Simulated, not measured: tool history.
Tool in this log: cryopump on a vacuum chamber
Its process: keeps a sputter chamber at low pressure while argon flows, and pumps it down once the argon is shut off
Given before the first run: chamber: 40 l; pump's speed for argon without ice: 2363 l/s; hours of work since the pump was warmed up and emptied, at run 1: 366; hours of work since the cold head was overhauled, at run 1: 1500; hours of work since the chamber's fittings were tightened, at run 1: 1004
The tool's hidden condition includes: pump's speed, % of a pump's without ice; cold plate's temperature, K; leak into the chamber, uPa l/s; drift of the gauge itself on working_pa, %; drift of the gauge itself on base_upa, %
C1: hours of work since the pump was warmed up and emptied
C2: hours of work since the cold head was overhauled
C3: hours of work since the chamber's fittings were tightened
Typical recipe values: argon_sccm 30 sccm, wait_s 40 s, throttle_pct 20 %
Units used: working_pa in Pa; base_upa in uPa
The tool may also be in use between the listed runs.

{"run": 1, "day": 0.0, "argon_sccm": 30, "wait_s": 40, "throttle_pct": 20, "C1": 366, "C2": 1500, "C3": 1004, "working_pa": 0.1115, "base_upa": 1.04}
{"run": 2, "day": 2.612, "argon_sccm": 30, "wait_s": 40, "throttle_pct": 18, "C1": 399, "C2": 1532, "C3": 1037, "working_pa": 0.1217, "base_upa": 1.06}
{"day": 6.171, "done": "leaking fittings of the chamber tightened, without venting"}
{"run": 3, "day": 6.171, "argon_sccm": 30, "wait_s": 40, "throttle_pct": 20, "C1": 442, "C2": 1575, "C3": 0, "working_pa": 0.1121, "base_upa": 0.75}
{"run": 4, "day": 8.475, "argon_sccm": 44, "wait_s": 40, "throttle_pct": 20, "C1": 471, "C2": 1604, "C3": 29, "working_pa": 0.1627, "base_upa": 0.77}
{"run": 5, "day": 10.467, "argon_sccm": 44, "wait_s": 40, "throttle_pct": 20, "C1": 496, "C2": 1629, "C3": 54, "working_pa": 0.1645, "base_upa": 0.77}
{"run": 6, "day": 13.475, "argon_sccm": 44, "wait_s": 40, "throttle_pct": 20, "C1": 534, "C2": 1667, "C3": 91, "working_pa": 0.164, "base_upa": 0.83}
{"run": 7, "day": 15.054, "argon_sccm": 44, "wait_s": 40, "throttle_pct": 20, "C1": 553, "C2": 1686, "C3": 111, "working_pa": 0.1642, "base_upa": 0.76}
{"run": 8, "day": 18.383, "argon_sccm": 44, "wait_s": 40, "throttle_pct": 20, "C1": 595, "C2": 1728, "C3": 152, "working_pa": 0.1659, "base_upa": 0.78}
{"run": 9, "day": 21.125, "argon_sccm": 44, "wait_s": 40, "throttle_pct": 20, "C1": 629, "C2": 1762, "C3": 187, "working_pa": 0.1649, "base_upa": 0.85}
{"run": 10, "day": 22.975, "argon_sccm": 30, "wait_s": 40, "throttle_pct": 20, "C1": 652, "C2": 1785, "C3": 210, "working_pa": 0.1137, "base_upa": 0.83}
{"run": 11, "day": 25.708, "argon_sccm": 30, "wait_s": 40, "throttle_pct": 20, "C1": 686, "C2": 1819, "C3": 244, "working_pa": 0.1126, "base_upa": 0.83}
{"run": 12, "day": 29.012, "argon_sccm": 37, "wait_s": 40, "throttle_pct": 48, "C1": 727, "C2": 1860, "C3": 285, "working_pa": 0.0636, "base_upa": 0.89}
{"run": 13, "day": 32.371, "argon_sccm": 35, "wait_s": 20, "throttle_pct": 26, "C1": 769, "C2": 1902, "C3": 327, "working_pa": 0.1053, "base_upa": 1.52}
{"run": 14, "day": 35.542, "argon_sccm": 32, "wait_s": 20, "throttle_pct": 22, "C1": 809, "C2": 1942, "C3": 366, "working_pa": 0.1116, "base_upa": 1.47}
{"run": 15, "day": 37.975, "argon_sccm": 35, "wait_s": 37, "throttle_pct": 32, "C1": 839, "C2": 1972, "C3": 397, "working_pa": 0.0875, "base_upa": 0.92}
{"run": 16, "day": 41.404, "argon_sccm": 35, "wait_s": 37, "throttle_pct": 32, "C1": 882, "C2": 2015, "C3": 440, "working_pa": 0.0894, "base_upa": 1}
{"run": 17, "day": 43.996, "argon_sccm": 14, "wait_s": 243, "throttle_pct": 52, "C1": 914, "C2": 2047, "C3": 472, "working_pa": 0.0229, "base_upa": 0.46}
{"run": 18, "day": 47.358, "argon_sccm": 44, "wait_s": 32, "throttle_pct": 25, "C1": 956, "C2": 2089, "C3": 514, "working_pa": 0.1392, "base_upa": 1.15}
{"run": 19, "day": 49.342, "argon_sccm": 44, "wait_s": 32, "throttle_pct": 25, "C1": 981, "C2": 2114, "C3": 539, "working_pa": 0.1406, "base_upa": 1.14}
{"run": 20, "day": 50.962, "argon_sccm": 23, "wait_s": 40, "throttle_pct": 18, "C1": 1001, "C2": 2134, "C3": 559, "working_pa": 0.1004, "base_upa": 1.05}
{"run": 21, "day": 53.45, "argon_sccm": 21, "wait_s": 40, "throttle_pct": 20, "C1": 1032, "C2": 2165, "C3": 590, "working_pa": 0.0817, "base_upa": 1.04}
{"run": 22, "day": 55.625, "argon_sccm": 21, "wait_s": 40, "throttle_pct": 20, "C1": 1059, "C2": 2192, "C3": 617, "working_pa": 0.0827, "base_upa": 0.99}

Below are 5 alternative next runs, each starting from the tool's condition after run 22. Predict each:
{"run": "A", "day": 58.383, "argon_sccm": 15, "wait_s": 36, "throttle_pct": 33, "C1": 1094, "C2": 2227, "C3": 651, "working_pa": "?", "base_upa": "?"}
{"run": "B", "day": 58.383, "argon_sccm": 30, "wait_s": 157, "throttle_pct": 20, "C1": 1094, "C2": 2227, "C3": 651, "working_pa": "?", "base_upa": "?"}
{"run": "C", "day": 58.383, "argon_sccm": 27, "wait_s": 40, "throttle_pct": 20, "C1": 1094, "C2": 2227, "C3": 651, "working_pa": "?", "base_upa": "?"}
{"run": "D", "day": 58.383, "argon_sccm": 37, "wait_s": 40, "throttle_pct": 20, "C1": 1094, "C2": 2227, "C3": 651, "working_pa": "?", "base_upa": "?"}
{"run": "E", "day": 58.383, "argon_sccm": 51, "wait_s": 40, "throttle_pct": 20, "C1": 1094, "C2": 2227, "C3": 651, "working_pa": "?", "base_upa": "?"}

run=A working_pa=0.0385 base_upa=1.09
run=B working_pa=0.1192 base_upa=0.6
run=C working_pa=0.1067 base_upa=1.03
run=D working_pa=0.146 base_upa=1.05
run=E working_pa=0.2015 base_upa=1.09
Without the tool's unlogged condition, the same runs would have read:
run=A working_pa=0.0328 base_upa=0.78
run=B working_pa=0.1076 base_upa=0.29
run=C working_pa=0.0964 base_upa=0.72
run=D working_pa=0.1318 base_upa=0.74
run=E working_pa=0.182 base_upa=0.78
